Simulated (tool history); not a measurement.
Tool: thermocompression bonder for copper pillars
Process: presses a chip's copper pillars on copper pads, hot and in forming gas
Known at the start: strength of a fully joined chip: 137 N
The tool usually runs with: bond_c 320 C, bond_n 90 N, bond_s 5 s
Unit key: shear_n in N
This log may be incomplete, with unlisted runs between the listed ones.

| run | hour | bond_c | bond_n | bond_s | shear_n |
|---|---|---|---|---|---|
| 1 | 0.0 | 320 | 90 | 5 | 45.5 |
| 2 | 58.6 | 328 | 90 | 5 | 50.0 |
|  | 63.1 | forming gas filter changed |
| 3 | 109.1 | 328 | 90 | 5 | 54.9 |
| 4 | 138.9 | 320 | 90 | 4 | 45.7 |
| 5 | 194.1 | 320 | 90 | 4 | 45.1 |
| 6 | 231.3 | 320 | 90 | 4 | 45.0 |
| 7 | 261.2 | 320 | 90 | 4 | 45.2 |
| 8 | 287.7 | 320 | 90 | 4 | 44.7 |
| 9 | 337.1 | 320 | 90 | 13 | 69.3 |
| 10 | 373.2 | 320 | 90 | 4 | 44.4 |
| 11 | 397.8 | 320 | 90 | 4 | 44.3 |
| 12 | 454.9 | 320 | 90 | 4 | 43.8 |
| 13 | 513.3 | 320 | 90 | 4 | 43.4 |
| 14 | 544.3 | 320 | 90 | 4 | 43.4 |
| 15 | 576.0 | 320 | 90 | 3 | 38.3 |
| 16 | 626.5 | 320 | 90 | 3 | 38.2 |
|  | 643.4 | forming gas filter changed |
| 17 | 684.8 | 320 | 90 | 3 | 42.6 |
| 18 | 726.7 | 346 | 90 | 5 | 67.7 |
| 19 | 770.9 | 342 | 90 | 5 | 65.2 |
| 20 | 817.2 | 342 | 90 | 5 | 64.8 |
| 21 | 852.7 | 297 | 90 | 5 | 38.6 |
| 22 | 886.6 | 321 | 104 | 5 | 56.8 |
| 23 | 920.0 | 295 | 110 | 5 | 43.1 |
| 24 | 945.2 | 328 | 123 | 5 | 67.1 |
| 25 | 982.8 | 328 | 123 | 5 | 66.5 |
| 26 | 1028.3 | 328 | 119 | 11 | 83.0 |
| 27 | 1058.6 | 337 | 59 | 12 | 62.1 |
| 28 | 1093.0 | 337 | 59 | 12 | 62.3 |
| 29 | 1144.9 | 320 | 55 | 6 | 36.9 |
| 30 | 1191.2 | 328 | 104 | 4 | 54.2 |
|  | 1223.0 | forming gas filter changed |
| 31 | 1230.9 | 314 | 106 | 5 | 56.9 |
| 32 | 1266.7 | 312 | 92 | 10 | 65.3 |

Run 33, settings as shown, results not yet in. Your forecast:
|  | 1281.3 | heater calibrated with a thermocouple chip |
| 33 | 1325.0 | 320 | 115 | 5 | ? |

shear_n: 55.9 N
Without the tool's hidden state the same run would have given shear_n 57.8 N.
